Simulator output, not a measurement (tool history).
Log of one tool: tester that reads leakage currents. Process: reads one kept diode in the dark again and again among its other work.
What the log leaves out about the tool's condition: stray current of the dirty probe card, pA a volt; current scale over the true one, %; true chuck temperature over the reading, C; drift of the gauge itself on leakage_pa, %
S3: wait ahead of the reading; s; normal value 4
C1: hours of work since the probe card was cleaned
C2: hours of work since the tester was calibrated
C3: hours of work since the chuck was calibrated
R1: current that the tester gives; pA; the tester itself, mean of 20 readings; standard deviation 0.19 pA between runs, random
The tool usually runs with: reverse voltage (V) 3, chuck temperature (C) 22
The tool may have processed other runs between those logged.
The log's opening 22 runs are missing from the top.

run 23 hour=2690.1 | reverse_voltage_(V)=3 chuck_temperature_(C)=57 S3=1.29 | C1=293 C2=1378 C3=93 | R1=821.26
run 24 hour=2784.4 | reverse_voltage_(V)=3 chuck_temperature_(C)=57 S3=1.29 | C1=340 C2=1425 C3=141 | R1=817.82
run 25 hour=2921.7 | reverse_voltage_(V)=10.91 chuck_temperature_(C)=37 S3=4 | C1=409 C2=1494 C3=209 | R1=352.28
run 26 hour=3005 | reverse_voltage_(V)=3 chuck_temperature_(C)=22 S3=3.82 | C1=451 C2=1536 C3=251 | R1=59.39
run 27 hour=3174.6 | reverse_voltage_(V)=11.33 chuck_temperature_(C)=30 S3=3.82 | C1=536 C2=1621 C3=336 | R1=207.57
run 28 hour=3314 | reverse_voltage_(V)=11.33 chuck_temperature_(C)=30 S3=3.82 | C1=606 C2=1691 C3=406 | R1=206.27
run 29 hour=3409.1 | reverse_voltage_(V)=17.43 chuck_temperature_(C)=30 S3=1.38 | C1=653 C2=1738 C3=454 | R1=253.24
run 30 hour=3508.8 | reverse_voltage_(V)=17.43 chuck_temperature_(C)=30 S3=1.38 | C1=703 C2=1788 C3=503 | R1=253.93
run 31 hour=3638.9 | reverse_voltage_(V)=1.52 chuck_temperature_(C)=55 S3=2.77 | C1=768 C2=1853 C3=569 | R1=504.52
run 32 hour=3729.8 | reverse_voltage_(V)=3 chuck_temperature_(C)=22 S3=8.91 | C1=814 C2=1899 C3=614 | R1=57.58
run 33 hour=3836.3 | reverse_voltage_(V)=2.52 chuck_temperature_(C)=56 S3=0.45 | C1=867 C2=1952 C3=667 | R1=669.81
run 34 hour=3931.3 | reverse_voltage_(V)=1.09 chuck_temperature_(C)=51 S3=0.88 | C1=915 C2=2000 C3=715 | R1=323.64
run 35 hour=4092.9 | reverse_voltage_(V)=16.98 chuck_temperature_(C)=48 S3=0.88 | C1=996 C2=2081 C3=796 | R1=921.61
-- hour=4216.8 probe card cleaned and baked
run 36 hour=4243.3 | reverse_voltage_(V)=16.98 chuck_temperature_(C)=48 S3=0.88 | C1=13 C2=2154 C3=870 | R1=904.61
run 37 hour=4327 | reverse_voltage_(V)=1.87 chuck_temperature_(C)=48 S3=3.28 | C1=55 C2=2196 C3=912 | R1=329.49
run 38 hour=4401.2 | reverse_voltage_(V)=1.87 chuck_temperature_(C)=52 S3=3.28 | C1=92 C2=2233 C3=949 | R1=433.94
run 39 hour=4487.5 | reverse_voltage_(V)=1.87 chuck_temperature_(C)=52 S3=3.28 | C1=136 C2=2277 C3=992 | R1=432.05

Consider 4 possible next runs. They are alternatives, not a sequence: every one starts from the tool as it was left by run 39. What does each give?
-- hour=4599 chuck's temperature calibrated
run A hour=4638.6 | reverse_voltage_(V)=2.39 chuck_temperature_(C)=38 S3=3.28 | C1=210 C2=2351 C3=20 | R1=?
-- hour=4599 chuck's temperature calibrated
run B hour=4638.6 | reverse_voltage_(V)=3 chuck_temperature_(C)=54 S3=1.01 | C1=210 C2=2351 C3=20 | R1=?
-- hour=4599 chuck's temperature calibrated
run C hour=4638.6 | reverse_voltage_(V)=1.87 chuck_temperature_(C)=52 S3=3.57 | C1=210 C2=2351 C3=20 | R1=?
-- hour=4599 chuck's temperature calibrated
run D hour=4638.6 | reverse_voltage_(V)=3 chuck_temperature_(C)=22 S3=9.25 | C1=210 C2=2351 C3=20 | R1=?

run=A R1=190.51
run=B R1=665.88
run=C R1=465.91
run=D R1=59.84
What these runs would have given with no unlogged condition in the tool:
run=A R1=196.55
run=B R1=687.19
run=C R1=480.9
run=D R1=61.48
